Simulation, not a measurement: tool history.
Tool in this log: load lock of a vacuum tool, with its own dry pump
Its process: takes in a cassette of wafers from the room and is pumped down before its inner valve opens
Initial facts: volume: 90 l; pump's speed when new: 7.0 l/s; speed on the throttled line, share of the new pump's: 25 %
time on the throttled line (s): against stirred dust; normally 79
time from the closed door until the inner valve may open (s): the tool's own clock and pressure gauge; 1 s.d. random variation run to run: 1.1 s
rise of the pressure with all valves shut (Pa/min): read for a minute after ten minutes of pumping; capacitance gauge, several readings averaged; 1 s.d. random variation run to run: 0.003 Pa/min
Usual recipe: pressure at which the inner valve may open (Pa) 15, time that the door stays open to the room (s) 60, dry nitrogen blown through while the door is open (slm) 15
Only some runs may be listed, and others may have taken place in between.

run	hour	time on the throttled line (s)	pressure at which the inner valve may open (Pa)	time that the door stays open to the room (s)	dry nitrogen blown through while the door is open (slm)	incoming humidity of the room's air, %	time from the closed door until the inner valve may open (s)	rise of the pressure with all valves shut (Pa/min)
1	0	79	15	60	15	45	175.1	0.104
2	299.9	79	15	60	15	46.8	174.6	0.11
3	464.9	79	15	60	15	48.9	175.2	0.112
4	741.6	79	15	60	15	42	174.4	0.109
5	922.8	79	15	60	14	46.7	175.4	0.111
6	1094.5	79	15	60	14	43.1	177.7	0.106
7	1346.8	79	15	139	15	45.7	176.5	0.133
8	1640	79	15	139	15	41.1	175.6	0.132
9	1834.6	78	15	60	15	45.6	178.4	0.124
10	1965.8	79	15	68	15	47.6	177.5	0.125
11	2208.7	79	15	68	15	46.8	178.1	0.126
12	2471.8	79	15	68	15	43	179.4	0.129
13	2775.1	79	15	68	16	48.2	179.7	0.135
14	3049.2	79	15	68	16	42.8	181.3	0.133
15	3192.8	79	15	68	16	43.9	178.5	0.134
16	3403	79	15	68	16	46.1	178.1	0.148
17	3639.7	79	15	68	16	45.8	180.5	0.144
18	3874.4	79	15	80	15	42.6	181.4	0.146
19	4062.2	79	26	70	15	43.2	172.9	0.147
20	4363.9	41	15	60	15	45	152.9	0.142
21	4574.7	60	25	60	35	46.5	159.6	0.145
22	4722.2	103	20	33	6	43.5	192.6	0.151
23	4865.9	110	15	29	20	46.6	204.5	0.143
24	5090.2	46	10	60	21	45.2	164.9	0.151
25	5357.9	79	15	125	18	40.3	182.6	0.17
26	5494.3	76	27	61	11	42.5	171.5	0.167
27	5790.7	79	15	60	34	43.3	182.4	0.153
28	5915.9	79	28	60	34	46.6	172.8	0.159
29	6167	79	15	62	15	46.5	186.1	0.178
30	6323.4	79	15	62	15	43	184.5	0.173
31	6485.3	79	15	62	15	45.7	184.6	0.176
32	6783.6	79	28	60	9	43.4	178	0.191
33	6962.8	79	28	60	9	40.1	175.2	0.187
34	7249.1	79	28	60	38	46.5	176.3	0.172
35	7421	56	15	60	15	43.1	170.2	0.187
36	7590.9	44	11	86	5	48.5	166.6	0.219

Hidden state or all else? Some run-to-run changes of time from the closed door until the inner valve may open (s), split into what the settings, what came in and random variation would give without the hidden state, and what is left for the hidden state (with any gauge scatter that isn't in both results):
The hidden state here: pump's speed, % of a new pump's; leak at the door's seal, Pa l/s; drift of the gauge itself on ready_s, %; drift of the gauge itself on rise_pa_min, %.
Run 19 -> 20: time on the throttled line (s) 79 -> 41, pressure at which the inner valve may open (Pa) 26 -> 15, time that the door stays open to the room (s) 70 -> 60. time from the closed door until the inner valve may open (s) -20: hidden state +1.7, all else -21.7.
Run 21 -> 22: time on the throttled line (s) 60 -> 103, pressure at which the inner valve may open (Pa) 25 -> 20, time that the door stays open to the room (s) 60 -> 33, dry nitrogen blown through while the door is open (slm) 35 -> 6. time from the closed door until the inner valve may open (s) +33: hidden state -0.6, all else +33.6.
Run 23 -> 24: time on the throttled line (s) 110 -> 46, pressure at which the inner valve may open (Pa) 15 -> 10, time that the door stays open to the room (s) 29 -> 60, dry nitrogen blown through while the door is open (slm) 20 -> 21. time from the closed door until the inner valve may open (s) -39.6: hidden state +2.3, all else -41.9.
Run 34 -> 35: time on the throttled line (s) 79 -> 56, pressure at which the inner valve may open (Pa) 28 -> 15, dry nitrogen blown through while the door is open (slm) 38 -> 15. time from the closed door until the inner valve may open (s) -6.1: hidden state +2.3, all else -8.4.
